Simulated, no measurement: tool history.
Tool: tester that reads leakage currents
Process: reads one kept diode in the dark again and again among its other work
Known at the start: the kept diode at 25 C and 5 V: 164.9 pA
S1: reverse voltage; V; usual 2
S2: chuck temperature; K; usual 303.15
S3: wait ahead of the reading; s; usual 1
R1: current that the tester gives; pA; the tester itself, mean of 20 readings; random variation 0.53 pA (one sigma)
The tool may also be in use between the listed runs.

{"run": 1, "hour": 0.0, "S1": 2, "S2": 303.15, "S3": 1, "R1": 166.75}
{"run": 2, "hour": 14.7, "S1": 2, "S2": 303.15, "S3": 1, "R1": 165.97}
{"run": 3, "hour": 46.2, "S1": 2, "S2": 303.15, "S3": 1, "R1": 165.92}
{"run": 4, "hour": 62.0, "S1": 2, "S2": 303.15, "S3": 2.84, "R1": 166.36}
{"run": 5, "hour": 83.0, "S1": 2, "S2": 303.15, "S3": 1, "R1": 164.75}
{"hour": 94.1, "done": "chuck's temperature calibrated"}
{"run": 6, "hour": 100.4, "S1": 2, "S2": 303.15, "S3": 1, "R1": 176.19}
{"run": 7, "hour": 122.4, "S1": 2, "S2": 303.15, "S3": 1, "R1": 175.49}
{"run": 8, "hour": 153.2, "S1": 2, "S2": 303.15, "S3": 1, "R1": 175.88}
{"run": 9, "hour": 184.8, "S1": 2, "S2": 303.15, "S3": 1, "R1": 175.33}
{"run": 10, "hour": 208.4, "S1": 2, "S2": 303.15, "S3": 1.12, "R1": 174.4}
{"run": 11, "hour": 225.2, "S1": 2, "S2": 303.15, "S3": 1, "R1": 175.65}
{"run": 12, "hour": 247.8, "S1": 7.13, "S2": 303.15, "S3": 1, "R1": 276.81}
{"run": 13, "hour": 267.7, "S1": 7.13, "S2": 303.15, "S3": 1, "R1": 276.54}
{"run": 14, "hour": 298.8, "S1": 7.13, "S2": 303.15, "S3": 1, "R1": 275.26}
{"run": 15, "hour": 316.1, "S1": 7.13, "S2": 303.15, "S3": 1, "R1": 275.02}
{"run": 16, "hour": 340.1, "S1": 7.13, "S2": 303.15, "S3": 1, "R1": 274.71}
{"hour": 343.9, "done": "tester calibrated"}
{"run": 17, "hour": 357.9, "S1": 2, "S2": 303.15, "S3": 1, "R1": 172.71}
{"run": 18, "hour": 390.1, "S1": 3.4, "S2": 303.15, "S3": 1, "R1": 207.92}
{"run": 19, "hour": 411.8, "S1": 1.6, "S2": 303.15, "S3": 1, "R1": 159.17}
{"hour": 433.1, "done": "tester calibrated, once more"}
{"run": 20, "hour": 434.7, "S1": 1.6, "S2": 303.15, "S3": 1, "R1": 156.84}
{"run": 21, "hour": 451.6, "S1": 1.6, "S2": 303.15, "S3": 1, "R1": 156.53}
{"run": 22, "hour": 477.7, "S1": 1.6, "S2": 303.15, "S3": 1, "R1": 156.71}
{"run": 23, "hour": 507.6, "S1": 6.31, "S2": 311.15, "S3": 0.41, "R1": 453.21}
{"run": 24, "hour": 539.8, "S1": 19.28, "S2": 296.15, "S3": 1, "R1": 241.88}
{"run": 25, "hour": 556.1, "S1": 4.04, "S2": 296.15, "S3": 4.55, "R1": 128.95}
{"run": 26, "hour": 574.5, "S1": 1.4, "S2": 303.15, "S3": 0.4, "R1": 148.49}
{"run": 27, "hour": 601.7, "S1": 3.46, "S2": 303.15, "S3": 0.96, "R1": 204.72}
{"run": 28, "hour": 629.9, "S1": 3.46, "S2": 303.15, "S3": 0.96, "R1": 203.55}
{"run": 29, "hour": 651.0, "S1": 3.46, "S2": 303.15, "S3": 0.96, "R1": 202.6}
{"run": 30, "hour": 668.6, "S1": 2.53, "S2": 319.15, "S3": 3.47, "R1": 554.93}
{"run": 31, "hour": 697.1, "S1": 2, "S2": 297.15, "S3": 6.54, "R1": 105.67}
{"run": 32, "hour": 723.2, "S1": 4.64, "S2": 311.15, "S3": 0.49, "R1": 396.81}
{"run": 33, "hour": 755.1, "S1": 11.53, "S2": 303.15, "S3": 6.4, "R1": 314.06}
{"run": 34, "hour": 784.8, "S1": 3.11, "S2": 301.15, "S3": 1, "R1": 166.53}
{"hour": 798.3, "done": "chuck's temperature calibrated"}
{"run": 35, "hour": 815.6, "S1": 2.23, "S2": 306.15, "S3": 7.29, "R1": 229.66}
{"run": 36, "hour": 834.6, "S1": 2.23, "S2": 306.15, "S3": 7.29, "R1": 229.25}
{"run": 37, "hour": 862.9, "S1": 14.29, "S2": 321.15, "S3": 4.08, "R1": 1244.22}
{"run": 38, "hour": 877.5, "S1": 14.29, "S2": 321.15, "S3": 4.08, "R1": 1243.26}
{"run": 39, "hour": 902.7, "S1": 12.06, "S2": 308.15, "S3": 1.57, "R1": 483.57}

Forecast each of these 3 alternatives for the next run:
{"run": "A", "hour": 935.5, "S1": 9.08, "S2": 308.15, "S3": 7.36, "R1": "?"}
{"run": "B", "hour": 935.5, "S1": 12.06, "S2": 303.15, "S3": 2.43, "R1": "?"}
{"run": "C", "hour": 935.5, "S1": 2, "S2": 328.15, "S3": 0.83, "R1": "?"}

run=A R1=435.16
run=B R1=339.69
run=C R1=968.54
Without the tool's hidden state the same runs would have given:
run=A R1=428.47
run=B R1=327.5
run=C R1=978.21

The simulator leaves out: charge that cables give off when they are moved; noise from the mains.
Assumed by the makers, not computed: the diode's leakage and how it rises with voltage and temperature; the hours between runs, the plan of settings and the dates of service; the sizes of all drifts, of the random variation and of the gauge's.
